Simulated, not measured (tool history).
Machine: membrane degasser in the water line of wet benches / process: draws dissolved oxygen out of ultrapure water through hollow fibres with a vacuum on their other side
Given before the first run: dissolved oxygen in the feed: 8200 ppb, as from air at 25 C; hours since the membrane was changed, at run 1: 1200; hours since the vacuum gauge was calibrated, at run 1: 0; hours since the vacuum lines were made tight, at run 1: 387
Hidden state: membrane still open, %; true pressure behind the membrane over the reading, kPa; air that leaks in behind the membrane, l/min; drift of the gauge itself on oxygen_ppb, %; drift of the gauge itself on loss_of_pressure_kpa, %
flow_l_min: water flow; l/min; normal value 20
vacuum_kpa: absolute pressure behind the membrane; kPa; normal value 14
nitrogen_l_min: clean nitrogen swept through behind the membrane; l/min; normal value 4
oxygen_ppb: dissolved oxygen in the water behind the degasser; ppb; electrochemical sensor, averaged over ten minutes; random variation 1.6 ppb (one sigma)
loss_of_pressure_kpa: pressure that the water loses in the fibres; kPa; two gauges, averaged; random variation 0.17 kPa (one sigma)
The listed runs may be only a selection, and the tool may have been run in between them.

run     day  flow_l_min  vacuum_kpa  nitrogen_l_min  hours since the membrane was changed  hours since the vacuum gauge was calibrated  hours since the vacuum lines were made tight  oxygen_ppb  loss_of_pressure_kpa
  1       0          20          14               4                                  1200                                            0                                           387       153.8                 26.76
  2   1.329          20          14               4                                  1232                                           32                                           419       155.2                 26.92
  3   2.575          20          14               4                                  1262                                           62                                           449       151.8                 26.72
  4   4.408          29          14               4                                  1306                                          106                                           493       240.2                 39.22
  5   6.221          29          14            5.53                                  1350                                          149                                           537       191.7                    39
  6   7.683          29          14            5.53                                  1385                                          184                                           572       191.1                 39.17
  7   8.729          29          14            5.53                                  1410                                          210                                           597       197.2                 39.12
  8  10.808          29          14            5.53                                  1460                                          259                                           647       191.7                 39.01
  9  12.308          20          14               4                                  1496                                          295                                           683       151.5                 26.96
 10   14.15          20          14               4                                  1540                                          340                                           727       155.1                  26.7
 11   16.05          20          14            5.52                                  1585                                          385                                           773       118.1                 27.25
 12  17.425          20          14            5.52                                  1618                                          418                                           806       120.8                 26.85
 13  18.754          20          14            5.52                                  1650                                          450                                           838       118.5                 26.85

Expected results for the next run?
 14  20.812          15          14            8.61                                  1700                                          500                                           887           ?                     ?

{"run 14": {"oxygen_ppb": 58.4, "loss_of_pressure_kpa": 20.22}}
With no hidden state in the tool, this same run would have given oxygen_ppb 57.8 ppb, loss_of_pressure_kpa 20.07 kPa.
